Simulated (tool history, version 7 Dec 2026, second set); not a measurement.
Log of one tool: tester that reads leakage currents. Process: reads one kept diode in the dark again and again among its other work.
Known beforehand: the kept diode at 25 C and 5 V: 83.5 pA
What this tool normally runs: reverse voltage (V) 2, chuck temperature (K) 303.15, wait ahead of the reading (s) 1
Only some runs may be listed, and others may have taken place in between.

run,day,reverse voltage (V),chuck temperature (K),wait ahead of the reading (s),current that the tester gives (pA)
1,0,2,303.15,1,92.08
2,1.292,2,303.15,1,91.88
3,2.038,2.81,303.15,1,103.34
4,3.075,2.81,303.15,1,103.17
5,4.054,2.81,303.15,1,103.3
6,4.762,2.81,303.15,1,103.43
7,5.412,2.81,303.15,1,103.51
8,6.467,2.81,303.15,1,103.14
9,7.525,2.81,303.15,1,102.89
10,8.292,1.45,303.15,1,81.81
11,8.958,1.45,303.15,1,82.25
12,10.146,1.45,303.15,1,82.6
13,11.429,1.45,303.15,1,81.99
14,12.325,3.55,326.15,7.87,598.33
15,13.446,2,305.15,1,108
16,14.154,2,303.15,6.77,91.61

5 options for the next run, each taken on its own from the tool as it stands now. Forecast them:
A,15.138,2.04,305.15,2.18,?
B,15.138,4.17,303.15,1.77,?
C,15.138,2,307.15,1.88,?
D,15.138,2,303.15,3.92,?
E,15.138,2,303.15,3.04,?

run,current that the tester gives (pA)
A,108.06
B,118
C,125.67
D,91.49
E,91.45
Take away the tool's hidden state, keep each run's random variation, and the runs would have read:
run,current that the tester gives (pA)
A,108.06
B,117.99
C,125.67
D,91.48
E,91.44

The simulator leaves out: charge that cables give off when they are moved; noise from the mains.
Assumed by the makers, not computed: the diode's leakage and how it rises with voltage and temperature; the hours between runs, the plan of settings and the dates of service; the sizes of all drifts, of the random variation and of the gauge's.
